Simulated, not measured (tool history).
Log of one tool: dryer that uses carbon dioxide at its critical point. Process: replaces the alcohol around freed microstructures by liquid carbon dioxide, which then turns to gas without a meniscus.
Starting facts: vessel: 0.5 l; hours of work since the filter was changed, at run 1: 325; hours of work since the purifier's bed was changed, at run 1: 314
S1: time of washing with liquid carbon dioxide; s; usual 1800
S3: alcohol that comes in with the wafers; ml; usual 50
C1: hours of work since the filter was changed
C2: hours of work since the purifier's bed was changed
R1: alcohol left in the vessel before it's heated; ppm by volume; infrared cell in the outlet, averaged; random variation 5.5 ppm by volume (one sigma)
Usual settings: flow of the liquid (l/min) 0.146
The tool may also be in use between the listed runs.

Run 1, day 0.000: usual settings; C1 325; C2 314. Result: R1 346 ppm by volume.
Run 2, day 0.362: usual settings; C1 331; C2 320. Result: R1 339 ppm by volume.
Run 3, day 0.779: usual settings; C1 337; C2 326. Result: R1 348 ppm by volume.
Run 4, day 1.025: usual settings; C1 341; C2 330. Result: R1 340 ppm by volume.
Run 5, day 1.488: usual settings; C1 348; C2 337. Result: R1 361 ppm by volume.
Run 6, day 1.742: usual settings; C1 352; C2 341. Result: R1 366 ppm by volume.
Run 7, day 2.158: usual settings; C1 359; C2 348. Result: R1 365 ppm by volume.
Run 8, day 2.512: usual settings but S1 2160 s, flow of the liquid (l/min) 0.108, S3 62 ml; C1 364; C2 353. Result: R1 711 ppm by volume.
Run 9, day 2.750: usual settings but S1 2160 s, flow of the liquid (l/min) 0.108, S3 47 ml; C1 368; C2 357. Result: R1 581 ppm by volume.
Run 10, day 3.188: usual settings but S1 1200 s; C1 375; C2 364. Result: R1 1789 ppm by volume.
Run 11, day 3.454: usual settings but S1 1200 s; C1 379; C2 368. Result: R1 1753 ppm by volume.
Run 12, day 3.850: usual settings but S1 1380 s, flow of the liquid (l/min) 0.090, S3 74 ml; C1 385; C2 374. Result: R1 8752 ppm by volume.
Run 13, day 4.375: usual settings but S1 2880 s, flow of the liquid (l/min) 0.090, S3 74 ml; C1 394; C2 383. Result: R1 550 ppm by volume.

Alternative continuations, all from the tool just after run 13; predict every row:
Run A, day 4.662: usual settings but S1 1500 s, flow of the liquid (l/min) 0.151, S3 60 ml; C1 398; C2 387. Result: R1 ?.
Run B, day 4.662: usual settings but flow of the liquid (l/min) 0.095; C1 398; C2 387. Result: R1 ?.
Run C, day 4.662: usual settings but S1 2520 s, flow of the liquid (l/min) 0.152, S3 108 ml; C1 398; C2 387. Result: R1 ?.
Run D, day 4.662: usual settings but S1 2640 s, flow of the liquid (l/min) 0.090, S3 74 ml; C1 398; C2 387. Result: R1 ?.
Run E, day 4.662: usual settings but S1 2880 s, flow of the liquid (l/min) 0.113, S3 37 ml; C1 398; C2 387. Result: R1 ?.

run    R1
  A   743
  B  2104
  C   197
  D   811
  E   212
The same runs, with their run-to-run variation unchanged, on a tool lacking any hidden condition would have given:
run    R1
  A   425
  B  1550
  C    19
  D   473
  E    35
